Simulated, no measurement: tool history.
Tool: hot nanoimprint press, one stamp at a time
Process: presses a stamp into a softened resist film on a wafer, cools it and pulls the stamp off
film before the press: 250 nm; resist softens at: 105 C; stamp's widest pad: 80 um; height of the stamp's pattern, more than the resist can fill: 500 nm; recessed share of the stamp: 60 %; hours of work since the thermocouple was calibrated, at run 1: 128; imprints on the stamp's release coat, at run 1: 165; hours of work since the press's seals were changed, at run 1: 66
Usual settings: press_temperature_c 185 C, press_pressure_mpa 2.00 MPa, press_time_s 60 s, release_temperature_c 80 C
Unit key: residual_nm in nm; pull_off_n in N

run,hour,press_temperature_c,press_pressure_mpa,press_time_s,release_temperature_c,hours of work since the thermocouple was calibrated,imprints on the stamp's release coat,hours of work since the press's seals were changed,residual_nm,pull_off_n
1,0.0,185,2.00,60,80,128,165,66,117.8,234
2,16.5,185,2.00,60,80,139,240,78,118.0,235
3,31.5,185,2.00,60,80,149,309,88,118.2,235
4,38.7,185,2.00,60,80,154,341,93,117.1,235
5,50.5,185,2.00,60,80,162,395,101,116.8,247
6,63.6,185,2.00,60,80,171,455,110,117.5,243
7,71.3,185,2.00,60,80,177,490,115,118.1,245
8,84.7,185,2.00,53,80,186,551,125,121.8,245
9,99.8,187,3.03,53,70,196,620,135,93.8,264
# hour 114.3: stamp cleaned and given a new release coat
10,121.4,188,2.76,31,80,207,32,146,116.7,233
11,138.6,188,2.76,31,80,219,111,158,117.4,236
12,151.1,177,1.61,60,80,228,168,166,159.7,237
13,160.3,192,2.01,60,85,234,210,173,97.0,227

Run 14 comes next. What will it give?
14,168.3,192,2.01,60,85,239,246,178,?,?

For run 14 the tool returned residual_nm 96.6 nm, pull_off_n 232 N.
The same run, on a tool lacking any hidden state, would have yielded residual_nm 98.5 nm, pull_off_n 226 N.
